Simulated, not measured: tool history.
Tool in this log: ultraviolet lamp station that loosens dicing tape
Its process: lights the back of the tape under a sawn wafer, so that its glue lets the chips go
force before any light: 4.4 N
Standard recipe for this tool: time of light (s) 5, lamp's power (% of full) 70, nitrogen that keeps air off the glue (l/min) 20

run	day	time of light (s)	lamp's power (% of full)	nitrogen that keeps air off the glue (l/min)	force that peels the tape off (N)	light that reached the tape (mJ/cm²)
1	0.000	5	70	20	0.434	281
2	1.642	5	70	20	0.438	277
3	2.658	5	70	20	0.454	278
4	3.933	5	70	20	0.456	279
5	5.596	5	70	20	0.449	273
6	7.142	5	70	20	0.438	266
7	8.654	5	70	13	0.590	272
8	9.492	5	70	13	0.611	267
9	10.492	5	70	13	0.609	267
10	11.529	5	71	13	0.596	272
11	12.592	5	75	13	0.537	284
12	13.508	5	80	13	0.494	297
13	15.308	5	80	13	0.501	300
14	16.896	5	80	13	0.513	297
15	17.958	5	80	13	0.501	294
16	18.808	5	99	20	0.282	359
17	20.054	5	99	20	0.282	358
18	21.342	4	99	11	0.589	286
# day 21.496: window cleaned of glue's vapour
19	22.796	5	70	21	0.533	242
20	24.108	2	70	7	2.396	98
21	25.775	2	70	7	2.393	93
# day 27.625: window cleaned of glue's vapour, once more
22	27.625	5	79	20	0.360	307
23	29.308	5	79	20	0.373	304
24	30.625	2	74	20	1.502	115
25	31.733	3	72	15	1.141	162
26	33.442	3	72	11	1.311	161
27	34.508	3	72	11	1.299	164
28	35.654	3	72	11	1.282	158
29	37.367	5	70	19	0.505	262

Alternative continuations, all from the tool just after run 29; predict every row:
A	38.758	5	70	19	?	?
B	38.758	5	70	12	?	?
C	38.758	2	70	9	?	?
D	38.758	5	93	19	?	?

run	force that peels the tape off (N)	light that reached the tape (mJ/cm²)
A	0.509	261
B	0.676	258
C	2.176	102
D	0.304	343
Without the tool's unlogged condition, the same runs would have read:
run	force that peels the tape off (N)	light that reached the tape (mJ/cm²)
A	0.387	304
B	0.521	301
C	1.938	120
D	0.237	401
